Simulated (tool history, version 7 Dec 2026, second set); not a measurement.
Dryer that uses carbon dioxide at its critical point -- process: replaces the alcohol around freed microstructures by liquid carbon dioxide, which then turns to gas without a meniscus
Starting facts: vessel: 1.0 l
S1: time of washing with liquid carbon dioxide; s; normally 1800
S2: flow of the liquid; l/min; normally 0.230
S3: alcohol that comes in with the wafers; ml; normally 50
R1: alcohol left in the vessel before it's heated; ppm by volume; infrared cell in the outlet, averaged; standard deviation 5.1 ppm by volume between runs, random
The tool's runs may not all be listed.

run,hour,S1,S2,S3,R1
1,0.0,1800,0.230,50,144
2,11.1,2700,0.230,50,35
3,19.2,2700,0.230,50,39
4,29.9,2700,0.230,50,35
# hour 32.6: inlet filter changed
5,38.2,2700,0.230,50,30
6,48.9,2700,0.230,50,34
7,55.2,2700,0.230,50,35
8,62.9,1800,0.163,27,287
9,72.6,2280,0.376,27,27
10,77.9,1200,0.295,31,153
11,88.3,1200,0.295,31,153
12,95.3,2040,0.230,50,73
13,101.5,2580,0.230,50,48
14,107.0,2580,0.230,50,52

Below are 5 alternative next runs, each starting from the tool's condition after run 14. Predict each:
A,118.6,1260,0.187,27,?
B,118.6,1980,0.285,77,?
C,118.6,1920,0.217,31,?
D,118.6,1260,0.230,80,?
E,118.6,2580,0.230,107,?

run,R1
A,711
B,52
C,84
D,862
E,47
What these runs would have given with no unlogged condition in the tool:
run,R1
A,633
B,12
C,42
D,766
E,9
